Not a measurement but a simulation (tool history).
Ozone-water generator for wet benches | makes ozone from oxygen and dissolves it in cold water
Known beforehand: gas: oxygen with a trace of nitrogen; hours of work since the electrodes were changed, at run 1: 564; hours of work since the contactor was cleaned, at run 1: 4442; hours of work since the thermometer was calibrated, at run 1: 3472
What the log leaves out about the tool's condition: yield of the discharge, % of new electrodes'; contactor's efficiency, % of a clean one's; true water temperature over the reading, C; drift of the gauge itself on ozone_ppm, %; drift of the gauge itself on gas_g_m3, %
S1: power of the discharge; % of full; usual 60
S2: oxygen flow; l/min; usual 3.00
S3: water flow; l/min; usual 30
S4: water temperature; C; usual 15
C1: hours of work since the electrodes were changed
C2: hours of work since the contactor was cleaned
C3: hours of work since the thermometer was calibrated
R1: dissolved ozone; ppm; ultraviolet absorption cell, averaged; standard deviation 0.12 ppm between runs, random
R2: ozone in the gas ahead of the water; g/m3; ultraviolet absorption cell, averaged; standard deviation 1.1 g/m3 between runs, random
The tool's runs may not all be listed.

{"run": 1, "day": 0.0, "S1": 60, "S2": 3.0, "S3": 30, "S4": 15, "C1": 564, "C2": 4442, "C3": 3472, "R1": 11.2, "R2": 185.9}
{"run": 2, "day": 4.408, "S1": 60, "S2": 3.0, "S3": 19, "S4": 15, "C1": 632, "C2": 4510, "C3": 3541, "R1": 16.6, "R2": 189.4}
{"run": 3, "day": 7.758, "S1": 60, "S2": 3.0, "S3": 19, "S4": 15, "C1": 684, "C2": 4562, "C3": 3593, "R1": 16.6, "R2": 188.4}
{"run": 4, "day": 10.642, "S1": 60, "S2": 3.0, "S3": 19, "S4": 15, "C1": 729, "C2": 4607, "C3": 3638, "R1": 16.5, "R2": 187.3}
{"run": 5, "day": 15.146, "S1": 60, "S2": 3.0, "S3": 19, "S4": 15, "C1": 799, "C2": 4677, "C3": 3708, "R1": 16.5, "R2": 186.5}
{"run": 6, "day": 19.038, "S1": 60, "S2": 3.0, "S3": 19, "S4": 15, "C1": 859, "C2": 4738, "C3": 3768, "R1": 16.3, "R2": 186.8}
{"day": 20.792, "done": "water thermometer calibrated"}
{"run": 7, "day": 22.925, "S1": 60, "S2": 3.0, "S3": 19, "S4": 15, "C1": 919, "C2": 4798, "C3": 33, "R1": 16.5, "R2": 187.1}
{"run": 8, "day": 26.229, "S1": 60, "S2": 3.0, "S3": 19, "S4": 15, "C1": 971, "C2": 4849, "C3": 84, "R1": 16.4, "R2": 186.8}
{"run": 9, "day": 29.879, "S1": 60, "S2": 3.0, "S3": 30, "S4": 15, "C1": 1028, "C2": 4906, "C3": 141, "R1": 10.9, "R2": 186.6}
{"run": 10, "day": 32.196, "S1": 60, "S2": 3.0, "S3": 30, "S4": 22, "C1": 1064, "C2": 4942, "C3": 177, "R1": 10.4, "R2": 187.4}
{"run": 11, "day": 35.975, "S1": 60, "S2": 2.07, "S3": 23, "S4": 15, "C1": 1122, "C2": 5001, "C3": 236, "R1": 12.5, "R2": 217.9}
{"run": 12, "day": 38.417, "S1": 67, "S2": 2.05, "S3": 30, "S4": 13, "C1": 1160, "C2": 5038, "C3": 274, "R1": 10.5, "R2": 242.2}
{"run": 13, "day": 42.358, "S1": 67, "S2": 2.05, "S3": 30, "S4": 13, "C1": 1221, "C2": 5100, "C3": 335, "R1": 10.6, "R2": 241.9}
{"run": 14, "day": 47.075, "S1": 67, "S2": 2.05, "S3": 30, "S4": 13, "C1": 1295, "C2": 5173, "C3": 408, "R1": 10.6, "R2": 241.4}
{"run": 15, "day": 52.242, "S1": 60, "S2": 3.0, "S3": 18, "S4": 15, "C1": 1375, "C2": 5253, "C3": 489, "R1": 16.9, "R2": 184.3}
{"run": 16, "day": 56.55, "S1": 60, "S2": 3.0, "S3": 18, "S4": 15, "C1": 1442, "C2": 5320, "C3": 556, "R1": 17.0, "R2": 184.2}

The next listed run, before its measurement:
{"run": 17, "day": 59.683, "S1": 60, "S2": 2.66, "S3": 18, "S4": 11, "C1": 1491, "C2": 5369, "C3": 604, "R1": "?", "R2": "?"}

{"run 17": {"R1": 17.0, "R2": 196.0}}
The same run, on a tool lacking any hidden state, would have yielded R1 17.6 ppm, R2 199.4 g/m3.
